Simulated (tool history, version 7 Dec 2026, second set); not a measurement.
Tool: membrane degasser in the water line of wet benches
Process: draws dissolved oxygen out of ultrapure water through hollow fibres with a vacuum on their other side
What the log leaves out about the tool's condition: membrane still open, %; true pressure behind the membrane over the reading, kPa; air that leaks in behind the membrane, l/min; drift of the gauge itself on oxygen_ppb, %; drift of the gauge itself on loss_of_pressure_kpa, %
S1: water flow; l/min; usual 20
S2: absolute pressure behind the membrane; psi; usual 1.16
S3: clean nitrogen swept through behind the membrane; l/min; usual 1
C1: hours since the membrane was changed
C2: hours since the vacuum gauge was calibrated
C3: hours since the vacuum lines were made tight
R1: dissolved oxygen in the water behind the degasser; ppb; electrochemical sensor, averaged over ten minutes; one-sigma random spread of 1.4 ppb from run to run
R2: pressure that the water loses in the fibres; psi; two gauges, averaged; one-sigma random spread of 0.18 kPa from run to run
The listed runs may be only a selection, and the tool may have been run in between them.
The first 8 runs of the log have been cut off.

| run | day | S1 | S2 | S3 | C1 | C2 | C3 | R1 | R2 |
|---|---|---|---|---|---|---|---|---|---|
| 9 | 31.046 | 20 | 2.338 | 1.01 | 2149 | 2149 | 4972 | 535.8 | 4.846 |
| 10 | 36.742 | 20 | 1.16 | 1 | 2286 | 2286 | 5109 | 213.6 | 4.817 |
| 11 | 42.867 | 20 | 1.16 | 1 | 2433 | 2433 | 5256 | 213 | 4.827 |
| 12 | 46.062 | 20 | 1.16 | 1 | 2510 | 2510 | 5333 | 214.3 | 4.818 |
| 13 | 52.233 | 20 | 1.16 | 1 | 2658 | 2658 | 5481 | 214.3 | 4.776 |
|  | 58.279 | gauge calibrated |
| 14 | 58.279 | 20 | 1.16 | 1 | 2803 | 2803 | 5626 | 213.7 | 4.918 |
| 15 | 61.5 | 20 | 1.16 | 1 | 2880 | 2880 | 5703 | 214.4 | 4.931 |
| 16 | 66.596 | 20 | 1.16 | 1 | 3002 | 3002 | 5825 | 215.6 | 4.876 |
| 17 | 72.054 | 20 | 1.16 | 1 | 3133 | 3133 | 5956 | 216.2 | 4.85 |
| 18 | 76.971 | 20 | 1.787 | 1.76 | 3251 | 3251 | 6074 | 246.1 | 4.843 |
| 19 | 82.025 | 14 | 0.705 | 0.7 | 3373 | 3373 | 6196 | 74.9 | 3.374 |
|  | 83.721 | vacuum gauge calibrated |
| 20 | 88.238 | 14 | 1.829 | 1.01 | 3521 | 108 | 6344 | 289.5 | 3.394 |

Predict the results of run 21:
| 21 | 93.971 | 14 | 1.829 | 1.01 | 3659 | 246 | 6482 | ? | ? |

R1: 295.4 ppb
R2: 3.387 psi
If the tool had no hidden condition, the same run with the same run-to-run variation would have returned R1 295.3 ppb, R2 3.443 psi.
